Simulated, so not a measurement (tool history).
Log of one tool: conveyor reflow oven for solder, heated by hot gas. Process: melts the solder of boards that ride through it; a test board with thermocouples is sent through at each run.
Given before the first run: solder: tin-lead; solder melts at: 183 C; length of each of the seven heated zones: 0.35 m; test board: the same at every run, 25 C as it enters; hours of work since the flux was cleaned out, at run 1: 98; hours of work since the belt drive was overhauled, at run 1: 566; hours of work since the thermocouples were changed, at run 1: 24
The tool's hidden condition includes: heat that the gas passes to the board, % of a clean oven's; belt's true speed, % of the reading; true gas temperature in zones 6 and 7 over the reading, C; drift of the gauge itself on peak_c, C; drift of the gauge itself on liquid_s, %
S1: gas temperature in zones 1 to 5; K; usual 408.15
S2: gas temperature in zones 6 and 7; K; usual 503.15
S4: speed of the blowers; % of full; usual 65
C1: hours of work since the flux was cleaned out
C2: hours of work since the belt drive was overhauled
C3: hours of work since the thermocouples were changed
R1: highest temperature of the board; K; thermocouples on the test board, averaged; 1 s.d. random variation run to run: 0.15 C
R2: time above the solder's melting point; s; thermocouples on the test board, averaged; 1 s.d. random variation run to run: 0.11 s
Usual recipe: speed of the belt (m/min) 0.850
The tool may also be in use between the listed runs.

{"run": 1, "hour": 0.0, "S1": 408.15, "S2": 503.15, "speed of the belt (m/min)": 0.85, "S4": 65, "C1": 98, "C2": 566, "C3": 24, "R1": 481.65, "R2": 30.8}
{"run": 2, "hour": 19.3, "S1": 408.15, "S2": 503.15, "speed of the belt (m/min)": 0.906, "S4": 65, "C1": 107, "C2": 574, "C3": 32, "R1": 479.15, "R2": 26.7}
{"run": 3, "hour": 46.6, "S1": 408.15, "S2": 503.15, "speed of the belt (m/min)": 0.906, "S4": 65, "C1": 118, "C2": 586, "C3": 44, "R1": 478.95, "R2": 26.6}
{"run": 4, "hour": 70.7, "S1": 408.15, "S2": 503.15, "speed of the belt (m/min)": 0.906, "S4": 65, "C1": 129, "C2": 597, "C3": 55, "R1": 478.85, "R2": 26.8}
{"run": 5, "hour": 97.1, "S1": 408.15, "S2": 503.15, "speed of the belt (m/min)": 0.906, "S4": 65, "C1": 140, "C2": 608, "C3": 66, "R1": 478.85, "R2": 26.8}
{"run": 6, "hour": 117.8, "S1": 408.15, "S2": 503.15, "speed of the belt (m/min)": 0.906, "S4": 65, "C1": 149, "C2": 617, "C3": 75, "R1": 478.55, "R2": 26.7}
{"run": 7, "hour": 153.0, "S1": 408.15, "S2": 503.15, "speed of the belt (m/min)": 0.906, "S4": 65, "C1": 165, "C2": 632, "C3": 90, "R1": 478.85, "R2": 26.5}
{"run": 8, "hour": 184.6, "S1": 408.15, "S2": 503.15, "speed of the belt (m/min)": 0.906, "S4": 65, "C1": 178, "C2": 646, "C3": 104, "R1": 478.25, "R2": 26.5}
{"hour": 199.8, "done": "flux residue cleaned out of gas plates and filters"}
{"run": 9, "hour": 223.9, "S1": 408.15, "S2": 503.15, "speed of the belt (m/min)": 0.906, "S4": 65, "C1": 10, "C2": 661, "C3": 119, "R1": 477.85, "R2": 25.8}
{"run": 10, "hour": 258.4, "S1": 408.15, "S2": 495.15, "speed of the belt (m/min)": 0.906, "S4": 65, "C1": 25, "C2": 676, "C3": 134, "R1": 471.25, "R2": 20.8}
{"run": 11, "hour": 282.0, "S1": 408.15, "S2": 503.15, "speed of the belt (m/min)": 0.85, "S4": 65, "C1": 36, "C2": 686, "C3": 144, "R1": 480.05, "R2": 29.6}
{"run": 12, "hour": 316.5, "S1": 418.15, "S2": 503.15, "speed of the belt (m/min)": 0.85, "S4": 65, "C1": 51, "C2": 701, "C3": 159, "R1": 482.45, "R2": 33.6}
{"run": 13, "hour": 332.9, "S1": 418.15, "S2": 503.15, "speed of the belt (m/min)": 0.85, "S4": 65, "C1": 58, "C2": 708, "C3": 167, "R1": 482.25, "R2": 33.6}
{"run": 14, "hour": 348.7, "S1": 408.15, "S2": 503.15, "speed of the belt (m/min)": 0.85, "S4": 89, "C1": 65, "C2": 715, "C3": 173, "R1": 487.45, "R2": 35.4}
{"run": 15, "hour": 374.8, "S1": 408.15, "S2": 503.15, "speed of the belt (m/min)": 0.85, "S4": 65, "C1": 76, "C2": 727, "C3": 185, "R1": 479.95, "R2": 29.4}
{"run": 16, "hour": 405.9, "S1": 412.15, "S2": 503.15, "speed of the belt (m/min)": 0.992, "S4": 51, "C1": 90, "C2": 740, "C3": 198, "R1": 467.25, "R2": 14.3}
{"hour": 413.0, "done": "flux residue cleaned out of gas plates and filters, once more"}
{"run": 17, "hour": 441.9, "S1": 414.15, "S2": 504.15, "speed of the belt (m/min)": 0.992, "S4": 51, "C1": 13, "C2": 754, "C3": 212, "R1": 470.95, "R2": 18.2}
{"run": 18, "hour": 465.4, "S1": 414.15, "S2": 512.15, "speed of the belt (m/min)": 0.992, "S4": 85, "C1": 23, "C2": 764, "C3": 222, "R1": 492.45, "R2": 33.3}
{"run": 19, "hour": 488.5, "S1": 408.15, "S2": 508.15, "speed of the belt (m/min)": 0.696, "S4": 62, "C1": 33, "C2": 774, "C3": 232, "R1": 491.55, "R2": 45.7}
{"run": 20, "hour": 514.1, "S1": 408.15, "S2": 508.15, "speed of the belt (m/min)": 0.696, "S4": 62, "C1": 44, "C2": 785, "C3": 243, "R1": 491.75, "R2": 45.7}
{"run": 21, "hour": 534.3, "S1": 413.15, "S2": 503.15, "speed of the belt (m/min)": 0.85, "S4": 79, "C1": 53, "C2": 794, "C3": 252, "R1": 487.75, "R2": 36.3}
{"run": 22, "hour": 556.5, "S1": 413.15, "S2": 503.15, "speed of the belt (m/min)": 0.85, "S4": 79, "C1": 62, "C2": 804, "C3": 262, "R1": 487.65, "R2": 36.3}
{"run": 23, "hour": 583.1, "S1": 413.15, "S2": 503.15, "speed of the belt (m/min)": 0.85, "S4": 79, "C1": 74, "C2": 815, "C3": 273, "R1": 487.15, "R2": 36.6}
{"run": 24, "hour": 618.0, "S1": 399.15, "S2": 504.15, "speed of the belt (m/min)": 0.754, "S4": 65, "C1": 89, "C2": 830, "C3": 288, "R1": 484.85, "R2": 35.7}
{"run": 25, "hour": 646.6, "S1": 404.15, "S2": 507.15, "speed of the belt (m/min)": 0.97, "S4": 55, "C1": 102, "C2": 843, "C3": 301, "R1": 473.05, "R2": 19.0}
{"run": 26, "hour": 677.9, "S1": 411.15, "S2": 507.15, "speed of the belt (m/min)": 0.739, "S4": 70, "C1": 115, "C2": 856, "C3": 314, "R1": 491.85, "R2": 44.4}
{"run": 27, "hour": 705.2, "S1": 396.15, "S2": 514.15, "speed of the belt (m/min)": 0.762, "S4": 85, "C1": 127, "C2": 868, "C3": 326, "R1": 499.15, "R2": 43.1}
{"run": 28, "hour": 738.5, "S1": 396.15, "S2": 516.15, "speed of the belt (m/min)": 0.762, "S4": 68, "C1": 142, "C2": 883, "C3": 341, "R1": 494.65, "R2": 40.8}
{"run": 29, "hour": 754.3, "S1": 408.15, "S2": 501.15, "speed of the belt (m/min)": 0.85, "S4": 81, "C1": 149, "C2": 890, "C3": 348, "R1": 484.65, "R2": 33.9}
{"run": 30, "hour": 784.1, "S1": 408.15, "S2": 501.15, "speed of the belt (m/min)": 0.85, "S4": 81, "C1": 161, "C2": 903, "C3": 361, "R1": 484.85, "R2": 33.8}

Below are 3 alternative next runs, each starting from the tool's condition after run 30. Predict each:
{"run": "A", "hour": 812.6, "S1": 408.15, "S2": 504.15, "speed of the belt (m/min)": 0.85, "S4": 65, "C1": 174, "C2": 915, "C3": 373, "R1": "?", "R2": "?"}
{"run": "B", "hour": 812.6, "S1": 394.15, "S2": 497.15, "speed of the belt (m/min)": 0.794, "S4": 65, "C1": 174, "C2": 915, "C3": 373, "R1": "?", "R2": "?"}
{"run": "C", "hour": 812.6, "S1": 393.15, "S2": 501.15, "speed of the belt (m/min)": 0.85, "S4": 81, "C1": 174, "C2": 915, "C3": 373, "R1": "?", "R2": "?"}

run=A R1=481.45 R2=30.8
run=B R1=475.15 R2=25.3
run=C R1=481.85 R2=29.0
With the hidden condition removed and each run's random variation left untouched, the same runs would have given:
run=A R1=482.65 R2=31.2
run=B R1=476.45 R2=26.1
run=C R1=483.35 R2=29.7
